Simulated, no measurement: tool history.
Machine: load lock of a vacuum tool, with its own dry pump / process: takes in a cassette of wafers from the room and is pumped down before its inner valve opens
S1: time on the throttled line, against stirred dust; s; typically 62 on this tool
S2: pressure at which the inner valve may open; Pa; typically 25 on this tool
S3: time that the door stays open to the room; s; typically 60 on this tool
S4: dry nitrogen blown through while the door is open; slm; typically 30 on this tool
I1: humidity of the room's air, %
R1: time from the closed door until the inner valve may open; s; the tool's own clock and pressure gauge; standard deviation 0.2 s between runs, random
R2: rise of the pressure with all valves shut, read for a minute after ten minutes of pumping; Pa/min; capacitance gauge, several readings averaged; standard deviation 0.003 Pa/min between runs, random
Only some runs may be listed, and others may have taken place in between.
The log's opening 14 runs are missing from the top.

run,hour,S1,S2,S3,S4,I1,R1,R2
# hour 3554.1: dry pump taken out, an overhauled one fitted
15,3770.9,36,25,60,30,43.9,71.9,0.216
16,3975.7,62,25,60,30,44.9,93.9,0.217
17,4280.8,62,25,60,30,47.9,94,0.237
18,4451.6,62,25,60,30,47.6,94.3,0.246
19,4615.1,62,25,36,30,48.9,94.3,0.246
20,4944.4,62,25,36,30,45.1,94.2,0.248
21,5253.5,49,25,60,30,45.4,83.4,0.257
22,5611.1,63,31,60,32,43,94.3,0.265
23,5923,63,31,60,32,42.1,94.5,0.278
24,6076.8,53,19,143,33,49.8,88.7,0.308
25,6268.2,53,21,47,13,46.5,88.1,0.294
26,6613.3,62,23,60,16,45.1,95.6,0.313
27,6766.2,62,23,60,16,46.4,95.4,0.317
28,7126.1,49,23,60,16,44.3,84.5,0.334
29,7431.4,60,25,60,6,47.3,93.7,0.344
30,7609.3,60,25,60,6,40.7,93.6,0.357
31,7822.2,62,43,60,30,46,92.7,0.348
32,8018.1,92,25,86,30,44.2,120.5,0.362
33,8348.4,31,25,62,30,43.6,69.8,0.361
34,8669.4,31,25,62,30,46.2,70,0.367
35,9006.4,62,43,60,30,43.2,92.8,0.381
36,9235.9,33,36,101,8,49.3,69.7,0.412
37,9430.1,50,36,160,6,44.1,84.1,0.45

Below are 3 alternative next runs, each starting from the tool's condition after run 37. Predict each:
A,9768.1,50,26,139,10,44.2,?,?
B,9768.1,50,19,109,11,41.5,?,?
C,9768.1,50,36,160,15,45.5,?,?

run,R1,R2
A,85.9,0.448
B,88.1,0.431
C,84.4,0.449
What these runs would have given with no unlogged condition in the tool:
run,R1,R2
A,83.2,0.056
B,85.2,0.043
C,81.8,0.056

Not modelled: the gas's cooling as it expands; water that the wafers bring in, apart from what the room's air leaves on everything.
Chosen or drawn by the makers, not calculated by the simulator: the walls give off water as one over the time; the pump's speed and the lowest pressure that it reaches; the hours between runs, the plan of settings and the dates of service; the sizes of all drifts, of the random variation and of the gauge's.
